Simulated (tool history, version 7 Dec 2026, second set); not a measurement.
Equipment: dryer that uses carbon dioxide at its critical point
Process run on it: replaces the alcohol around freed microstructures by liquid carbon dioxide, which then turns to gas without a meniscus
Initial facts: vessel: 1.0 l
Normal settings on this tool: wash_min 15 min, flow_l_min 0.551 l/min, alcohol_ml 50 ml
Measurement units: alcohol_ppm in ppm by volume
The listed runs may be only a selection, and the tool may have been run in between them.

| run | day | wash_min | flow_l_min | alcohol_ml | alcohol_ppm |
|---|---|---|---|---|---|
| 1 | 0.000 | 15 | 0.551 | 50 | 78 |
| 2 | 1.475 | 15 | 0.551 | 50 | 93 |
| 3 | 2.738 | 15 | 0.551 | 50 | 95 |
| 4 | 4.117 | 15 | 0.497 | 50 | 113 |
| 5 | 5.717 | 15 | 0.497 | 50 | 133 |
| 6 | 7.050 | 15 | 0.497 | 50 | 135 |
| 7 | 8.279 | 11 | 0.497 | 50 | 438 |
| 8 | 9.375 | 11 | 0.497 | 50 | 444 |
| 9 | 10.604 | 11 | 0.497 | 50 | 455 |
| 10 | 11.771 | 11 | 0.497 | 50 | 471 |
| 11 | 13.354 | 15 | 0.551 | 50 | 133 |
| 12 | 14.742 | 15 | 0.551 | 50 | 141 |
| 13 | 16.292 | 15 | 0.538 | 50 | 141 |
| 14 | 17.071 | 15 | 0.611 | 50 | 118 |
| 15 | 17.912 | 15 | 0.551 | 50 | 144 |
| 16 | 19.675 | 15 | 0.551 | 50 | 144 |
| 17 | 20.529 | 15 | 0.551 | 50 | 147 |
|  | 20.812 | inlet filter changed |
| 18 | 21.388 | 15 | 0.667 | 50 | 115 |
| 19 | 22.654 | 15 | 0.667 | 50 | 111 |
| 20 | 23.729 | 15 | 0.667 | 50 | 120 |
| 21 | 25.504 | 15 | 0.551 | 50 | 140 |
| 22 | 27.238 | 15 | 0.551 | 50 | 147 |
| 23 | 28.392 | 15 | 0.551 | 50 | 134 |
| 24 | 30.067 | 15 | 0.800 | 39 | 126 |
| 25 | 31.621 | 15 | 0.800 | 39 | 125 |
|  | 32.192 | purifier's bed changed |
| 26 | 32.942 | 15 | 0.610 | 72 | 23 |
| 27 | 34.146 | 18 | 0.605 | 90 | 13 |
| 28 | 34.992 | 17 | 0.767 | 22 | 5 |
| 29 | 36.533 | 19 | 0.430 | 22 | 25 |
| 30 | 37.392 | 19 | 0.430 | 22 | 35 |
| 31 | 38.354 | 19 | 0.430 | 22 | 38 |
| 32 | 39.475 | 13 | 0.551 | 50 | 118 |
| 33 | 40.971 | 15 | 0.811 | 71 | 22 |
| 34 | 41.833 | 12 | 0.903 | 39 | 38 |
| 35 | 43.058 | 19 | 0.659 | 22 | 21 |
|  | 44.546 | inlet filter changed |
| 36 | 44.554 | 11 | 0.676 | 38 | 65 |
| 37 | 46.029 | 11 | 0.676 | 38 | 64 |
| 38 | 47.062 | 19 | 0.349 | 38 | 114 |
| 39 | 48.179 | 21 | 0.466 | 61 | 42 |
| 40 | 49.612 | 12 | 0.466 | 60 | 369 |
| 41 | 50.454 | 23 | 0.487 | 24 | 41 |
| 42 | 51.746 | 11 | 0.450 | 28 | 337 |
| 43 | 53.104 | 24 | 0.849 | 63 | 44 |
| 44 | 54.100 | 24 | 0.849 | 63 | 46 |
| 45 | 54.854 | 16 | 0.752 | 24 | 38 |
| 46 | 55.600 | 16 | 0.752 | 79 | 52 |

Here are 5 independent what-if runs from the current tool condition. What would each one return?
| A | 57.008 | 13 | 0.551 | 30 | ? |
| B | 57.008 | 15 | 0.340 | 90 | ? |
| C | 57.008 | 16 | 0.454 | 49 | ? |
| D | 57.008 | 18 | 0.551 | 77 | ? |
| E | 57.008 | 9 | 0.551 | 50 | ? |

| run | alcohol_ppm |
|---|---|
| A | 95 |
| B | 1032 |
| C | 124 |
| D | 68 |
| E | 606 |
Stripped of hidden state, with their random variation kept, the same runs would have yielded:
| run | alcohol_ppm |
|---|---|
| A | 32 |
| B | 720 |
| C | 50 |
| D | 18 |
| E | 410 |
